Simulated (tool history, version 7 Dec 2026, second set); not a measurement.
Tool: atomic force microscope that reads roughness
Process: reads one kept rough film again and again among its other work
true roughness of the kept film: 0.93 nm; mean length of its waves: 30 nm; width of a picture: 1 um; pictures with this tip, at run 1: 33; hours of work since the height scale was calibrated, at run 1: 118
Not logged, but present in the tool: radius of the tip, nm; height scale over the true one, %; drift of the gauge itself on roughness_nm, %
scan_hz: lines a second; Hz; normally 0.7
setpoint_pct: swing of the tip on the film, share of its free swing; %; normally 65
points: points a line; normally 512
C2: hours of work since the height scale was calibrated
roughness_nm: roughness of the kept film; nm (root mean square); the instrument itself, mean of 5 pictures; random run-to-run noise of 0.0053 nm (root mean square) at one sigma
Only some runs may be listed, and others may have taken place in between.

Run 1, day 0: usual settings; pictures with this tip 33; C2 118. Result: roughness_nm 0.81 nm (root mean square).
Run 2, day 1.088: usual settings; pictures with this tip 54; C2 129. Result: roughness_nm 0.786 nm (root mean square).
Run 3, day 2.058: usual settings but scan_hz 1.359 Hz; pictures with this tip 72; C2 139. Result: roughness_nm 0.756 nm (root mean square).
Run 4, day 2.758: usual settings but points 903; pictures with this tip 86; C2 146. Result: roughness_nm 0.754 nm (root mean square).
At day 3.017: new tip fitted.
Run 5, day 4.017: usual settings but points 903; pictures with this tip 19; C2 158. Result: roughness_nm 0.827 nm (root mean square).
Run 6, day 4.671: usual settings but points 903; pictures with this tip 32; C2 164. Result: roughness_nm 0.817 nm (root mean square).
Run 7, day 5.554: usual settings but points 903; pictures with this tip 49; C2 173. Result: roughness_nm 0.799 nm (root mean square).
Run 8, day 6.35: usual settings; pictures with this tip 64; C2 181. Result: roughness_nm 0.766 nm (root mean square).
Run 9, day 7.108: usual settings but points 697; pictures with this tip 78; C2 189. Result: roughness_nm 0.748 nm (root mean square).
At day 7.746: new tip fitted.
Run 10, day 8.467: usual settings but points 697; pictures with this tip 14; C2 202. Result: roughness_nm 0.836 nm (root mean square).
Run 11, day 9.925: usual settings but setpoint_pct 84 %, points 697; pictures with this tip 41; C2 216. Result: roughness_nm 0.764 nm (root mean square).
Run 12, day 11.075: usual settings but setpoint_pct 84 %, points 697; pictures with this tip 63; C2 228. Result: roughness_nm 0.735 nm (root mean square).
Run 13, day 12.362: usual settings; pictures with this tip 88; C2 241. Result: roughness_nm 0.741 nm (root mean square).
At day 12.483: new tip fitted.
Run 14, day 13.392: usual settings; pictures with this tip 17; C2 251. Result: roughness_nm 0.832 nm (root mean square).
Run 15, day 13.996: usual settings; pictures with this tip 28; C2 257. Result: roughness_nm 0.82 nm (root mean square).
Run 16, day 14.608: usual settings; pictures with this tip 40; C2 263. Result: roughness_nm 0.797 nm (root mean square).
Run 17, day 15.604: usual settings; pictures with this tip 59; C2 273. Result: roughness_nm 0.772 nm (root mean square).
Run 18, day 16.767: usual settings; pictures with this tip 81; C2 284. Result: roughness_nm 0.75 nm (root mean square).
At day 16.875: height scale calibrated on a step standard.
At day 17.296: new tip fitted.
Run 19, day 17.817: usual settings; pictures with this tip 10; C2 9. Result: roughness_nm 0.832 nm (root mean square).
Run 20, day 19.092: usual settings; pictures with this tip 34; C2 22. Result: roughness_nm 0.806 nm (root mean square).
Run 21, day 20.296: usual settings; pictures with this tip 57; C2 34. Result: roughness_nm 0.778 nm (root mean square).
At day 20.742: height scale calibrated on a step standard, once more.
Run 22, day 21.012: usual settings; pictures with this tip 70; C2 3. Result: roughness_nm 0.774 nm (root mean square).
At day 22.012: new tip fitted.
Run 23, day 22.167: usual settings but setpoint_pct 56 %; pictures with this tip 3; C2 14. Result: roughness_nm 0.863 nm (root mean square).
Run 24, day 23.529: usual settings but scan_hz 2.802 Hz, setpoint_pct 70 %; pictures with this tip 29; C2 27. Result: roughness_nm 0.716 nm (root mean square).
Run 25, day 24.85: usual settings but scan_hz 2.802 Hz, setpoint_pct 70 %; pictures with this tip 54; C2 41. Result: roughness_nm 0.68 nm (root mean square).
Run 26, day 25.967: usual settings but scan_hz 2.802 Hz, setpoint_pct 77 %; pictures with this tip 75; C2 52. Result: roughness_nm 0.626 nm (root mean square).
At day 26.758: new tip fitted.
Run 27, day 26.771: usual settings but scan_hz 1.715 Hz, points 730; pictures with this tip 0; C2 59. Result: roughness_nm 0.829 nm (root mean square).
Run 28, day 27.625: usual settings but scan_hz 1.715 Hz, points 730; pictures with this tip 16; C2 68. Result: roughness_nm 0.791 nm (root mean square).
Run 29, day 28.421: usual settings but scan_hz 1.715 Hz, points 730; pictures with this tip 31; C2 76. Result: roughness_nm 0.784 nm (root mean square).
Run 30, day 29.162: usual settings but scan_hz 1.715 Hz, points 730; pictures with this tip 45; C2 83. Result: roughness_nm 0.76 nm (root mean square).
Run 31, day 30.142: usual settings but scan_hz 1.275 Hz, points 503; pictures with this tip 64; C2 93. Result: roughness_nm 0.755 nm (root mean square).
Run 32, day 30.754: usual settings but scan_hz 0.639 Hz, setpoint_pct 66 %, points 268; pictures with this tip 76; C2 99. Result: roughness_nm 0.752 nm (root mean square).
At day 31.492: new tip fitted.
Run 33, day 32.204: usual settings but scan_hz 2.09 Hz, setpoint_pct 83 %, points 533; pictures with this tip 14; C2 113. Result: roughness_nm 0.686 nm (root mean square).
Run 34, day 33.404: usual settings but scan_hz 2.09 Hz, setpoint_pct 83 %, points 292; pictures with this tip 37; C2 125. Result: roughness_nm 0.646 nm (root mean square).
Run 35, day 34.238: usual settings but scan_hz 2.09 Hz, setpoint_pct 83 %, points 292; pictures with this tip 53; C2 133. Result: roughness_nm 0.638 nm (root mean square).
Run 36, day 35.496: usual settings but setpoint_pct 87 %, points 383; pictures with this tip 77; C2 146. Result: roughness_nm 0.713 nm (root mean square).
At day 36.2: new tip fitted.
Run 37, day 36.333: usual settings but setpoint_pct 87 %, points 383; pictures with this tip 2; C2 154. Result: roughness_nm 0.796 nm (root mean square).
Run 38, day 37.308: usual settings but scan_hz 2.511 Hz, setpoint_pct 87 %, points 358; pictures with this tip 21; C2 164. Result: roughness_nm 0.606 nm (root mean square).
Run 39, day 38.262: usual settings but scan_hz 2.511 Hz, setpoint_pct 72 %, points 853; pictures with this tip 39; C2 173. Result: roughness_nm 0.697 nm (root mean square).
Run 40, day 39.592: usual settings but scan_hz 2.515 Hz, setpoint_pct 72 %, points 397; pictures with this tip 64; C2 186. Result: roughness_nm 0.673 nm (root mean square).
Run 41, day 40.375: usual settings but scan_hz 2.515 Hz, setpoint_pct 72 %, points 397; pictures with this tip 79; C2 194. Result: roughness_nm 0.655 nm (root mean square).

Entry by entry between the runs, the difference in hidden state between the last listed run before and the first listed run after:
In the gap between runs 4 and 5: new tip fitted (day 3.017)
  radius of the tip, nm: 46.1 -> 18.9; height scale over the true one, %: -0.29 -> -0.31
  measured value less the no-hidden-state value, roughness_nm: -0.109 -> -0.032 nm (root mean square)
In the gap between runs 9 and 10: new tip fitted (day 7.746)
  radius of the tip, nm: 44.1 -> 16.7; height scale over the true one, %: -0.38 -> -0.41
  measured value less the no-hidden-state value, roughness_nm: -0.104 -> -0.025 nm (root mean square)
In the gap between runs 13 and 14: new tip fitted (day 12.483)
  radius of the tip, nm: 47.9 -> 17.7; height scale over the true one, %: -0.49 -> -0.51
  measured value less the no-hidden-state value, roughness_nm: -0.115 -> -0.029 nm (root mean square)
In the gap between runs 18 and 19: height scale calibrated on a step standard (day 16.875); new tip fitted (day 17.296)
  radius of the tip, nm: 45.3 -> 14.8; height scale over the true one, %: -0.58 -> -0.74
  measured value less the no-hidden-state value, roughness_nm: -0.109 -> -0.022 nm (root mean square)
In the gap between runs 21 and 22: height scale calibrated on a step standard, once more (day 20.742)
  radius of the tip, nm: 34.3 -> 39.3; height scale over the true one, %: -0.79 -> -0.15
  measured value less the no-hidden-state value, roughness_nm: -0.08 -> -0.09 nm (root mean square)
In the gap between runs 22 and 23: new tip fitted (day 22.012)
  radius of the tip, nm: 39.3 -> 11.6; height scale over the true one, %: -0.15 -> -0.17
  measured value less the no-hidden-state value, roughness_nm: -0.09 -> -0.007 nm (root mean square)
In the gap between runs 26 and 27: new tip fitted (day 26.758)
  radius of the tip, nm: 43.1 -> 10.2; height scale over the true one, %: -0.25 -> -0.27
  measured value less the no-hidden-state value, roughness_nm: -0.082 -> -0.003 nm (root mean square)
In the gap between runs 32 and 33: new tip fitted (day 31.492)
  radius of the tip, nm: 42 -> 16; height scale over the true one, %: -0.36 -> -0.39
  measured value less the no-hidden-state value, roughness_nm: -0.097 -> -0.019 nm (root mean square)
In the gap between runs 36 and 37: new tip fitted (day 36.2)
  radius of the tip, nm: 42.8 -> 11.9; height scale over the true one, %: -0.46 -> -0.47
  measured value less the no-hidden-state value, roughness_nm: -0.096 -> -0.009 nm (root mean square)

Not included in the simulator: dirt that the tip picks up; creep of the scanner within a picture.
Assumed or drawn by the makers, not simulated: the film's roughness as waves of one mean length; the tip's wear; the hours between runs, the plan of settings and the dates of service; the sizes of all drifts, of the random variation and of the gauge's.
